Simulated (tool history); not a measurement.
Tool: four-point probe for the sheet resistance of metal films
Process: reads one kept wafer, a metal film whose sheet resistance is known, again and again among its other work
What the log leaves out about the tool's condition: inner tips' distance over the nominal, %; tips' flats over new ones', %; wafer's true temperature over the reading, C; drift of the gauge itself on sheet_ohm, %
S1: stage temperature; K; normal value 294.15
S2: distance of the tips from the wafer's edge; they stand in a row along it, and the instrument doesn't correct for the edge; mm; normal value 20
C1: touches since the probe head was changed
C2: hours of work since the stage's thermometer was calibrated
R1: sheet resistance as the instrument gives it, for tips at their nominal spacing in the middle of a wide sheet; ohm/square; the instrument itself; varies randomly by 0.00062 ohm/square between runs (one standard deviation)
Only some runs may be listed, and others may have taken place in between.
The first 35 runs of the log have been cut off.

run    hour      S1  S2      C1   C2        R1
 36  3383.9  294.15   5  173648  367  3.104099
 37  3496.7  295.15  37  175964  445  3.078559
 38  3601.6  296.15   9  178118  518  3.086506
 39  3674.5  304.15  20  179613  568  3.083471
 40  3779.9  295.15   3  181778  642  3.150282
 41  3869.3  293.15  68  183613  704  3.077362
 42  3943.8  299.15  12  185143  755  3.084846
 43  4040.2  294.15  21  187123  822  3.079769
 44  4120.9  294.15  21  188780  878  3.078828
 45  4239.2  294.15  25  191209  960  3.078186

Here are 4 independent what-if runs from the current tool condition. What would each one return?
  A  4371.1  294.15   4  193916  1052   ?
  B  4371.1  295.15  42  193916  1052   ?
  C  4371.1  299.15  15  193916  1052   ?
  D  4371.1  292.15   6  193916  1052   ?

run        R1
  A  3.119147
  B  3.077225
  C  3.082162
  D  3.094744
With no hidden state in the tool, these same runs would have given:
run        R1
  A   3.11847
  B  3.076556
  C  3.081492
  D  3.094071
